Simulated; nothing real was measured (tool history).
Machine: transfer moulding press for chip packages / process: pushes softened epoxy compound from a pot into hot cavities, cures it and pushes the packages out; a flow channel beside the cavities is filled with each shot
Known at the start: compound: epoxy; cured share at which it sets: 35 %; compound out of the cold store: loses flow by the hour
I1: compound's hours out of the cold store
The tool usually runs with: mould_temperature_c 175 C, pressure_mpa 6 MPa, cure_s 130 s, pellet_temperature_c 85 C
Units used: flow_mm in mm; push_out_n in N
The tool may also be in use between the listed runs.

{"run": 1, "day": 0.0, "mould_temperature_c": 175, "pressure_mpa": 6, "cure_s": 130, "pellet_temperature_c": 85, "I1": 11.1, "flow_mm": 716, "push_out_n": 935}
{"run": 2, "day": 1.254, "mould_temperature_c": 175, "pressure_mpa": 6, "cure_s": 130, "pellet_temperature_c": 85, "I1": 27, "flow_mm": 660, "push_out_n": 993}
{"day": 2.425, "done": "cavities cleaned with cleaning compound and waxed"}
{"run": 3, "day": 2.725, "mould_temperature_c": 175, "pressure_mpa": 6, "cure_s": 134, "pellet_temperature_c": 85, "I1": 27.9, "flow_mm": 648, "push_out_n": 562}
{"run": 4, "day": 3.783, "mould_temperature_c": 175, "pressure_mpa": 6, "cure_s": 134, "pellet_temperature_c": 85, "I1": 13.1, "flow_mm": 700, "push_out_n": 794}
{"run": 5, "day": 4.521, "mould_temperature_c": 175, "pressure_mpa": 6, "cure_s": 134, "pellet_temperature_c": 85, "I1": 38.5, "flow_mm": 611, "push_out_n": 879}
{"run": 6, "day": 5.35, "mould_temperature_c": 175, "pressure_mpa": 6, "cure_s": 130, "pellet_temperature_c": 85, "I1": 9.2, "flow_mm": 710, "push_out_n": 1027}
{"day": 6.767, "done": "cavities cleaned with cleaning compound and waxed"}
{"run": 7, "day": 6.771, "mould_temperature_c": 175, "pressure_mpa": 4.81, "cure_s": 137, "pellet_temperature_c": 85, "I1": 21.6, "flow_mm": 593, "push_out_n": 486}
{"day": 7.05, "done": "plunger's sealing rings changed"}
{"run": 8, "day": 7.962, "mould_temperature_c": 177, "pressure_mpa": 5.27, "cure_s": 146, "pellet_temperature_c": 75, "I1": 9.3, "flow_mm": 678, "push_out_n": 680}
{"run": 9, "day": 8.842, "mould_temperature_c": 175, "pressure_mpa": 6.75, "cure_s": 156, "pellet_temperature_c": 85, "I1": 22.8, "flow_mm": 718, "push_out_n": 783}
{"run": 10, "day": 9.7, "mould_temperature_c": 171, "pressure_mpa": 4.86, "cure_s": 146, "pellet_temperature_c": 93, "I1": 21.1, "flow_mm": 629, "push_out_n": 988}
{"run": 11, "day": 11.067, "mould_temperature_c": 175, "pressure_mpa": 6.91, "cure_s": 130, "pellet_temperature_c": 80, "I1": 33, "flow_mm": 693, "push_out_n": 1036}
{"day": 11.225, "done": "cavities cleaned with cleaning compound and waxed"}
{"run": 12, "day": 12.167, "mould_temperature_c": 175, "pressure_mpa": 6.91, "cure_s": 130, "pellet_temperature_c": 80, "I1": 9.7, "flow_mm": 774, "push_out_n": 731}

Branching from run 12: 5 alternative next runs. What would each branch give?
{"run": "A", "day": 13.442, "mould_temperature_c": 172, "pressure_mpa": 6, "cure_s": 130, "pellet_temperature_c": 85, "I1": 38.9, "flow_mm": "?", "push_out_n": "?"}
{"run": "B", "day": 13.442, "mould_temperature_c": 175, "pressure_mpa": 6, "cure_s": 143, "pellet_temperature_c": 85, "I1": 20.6, "flow_mm": "?", "push_out_n": "?"}
{"run": "C", "day": 13.442, "mould_temperature_c": 178, "pressure_mpa": 5.39, "cure_s": 154, "pellet_temperature_c": 80, "I1": 36.1, "flow_mm": "?", "push_out_n": "?"}
{"run": "D", "day": 13.442, "mould_temperature_c": 175, "pressure_mpa": 4.65, "cure_s": 130, "pellet_temperature_c": 85, "I1": 10, "flow_mm": "?", "push_out_n": "?"}
{"run": "E", "day": 13.442, "mould_temperature_c": 170, "pressure_mpa": 6, "cure_s": 130, "pellet_temperature_c": 94, "I1": 44.4, "flow_mm": "?", "push_out_n": "?"}

run=A flow_mm=625 push_out_n=1009
run=B flow_mm=677 push_out_n=850
run=C flow_mm=585 push_out_n=787
run=D flow_mm=632 push_out_n=905
run=E flow_mm=617 push_out_n=1060
Take away the tool's hidden state, keep each run's random variation, and the runs would have read:
run=A flow_mm=640 push_out_n=587
run=B flow_mm=693 push_out_n=487
run=C flow_mm=599 push_out_n=445
run=D flow_mm=647 push_out_n=522
run=E flow_mm=632 push_out_n=619
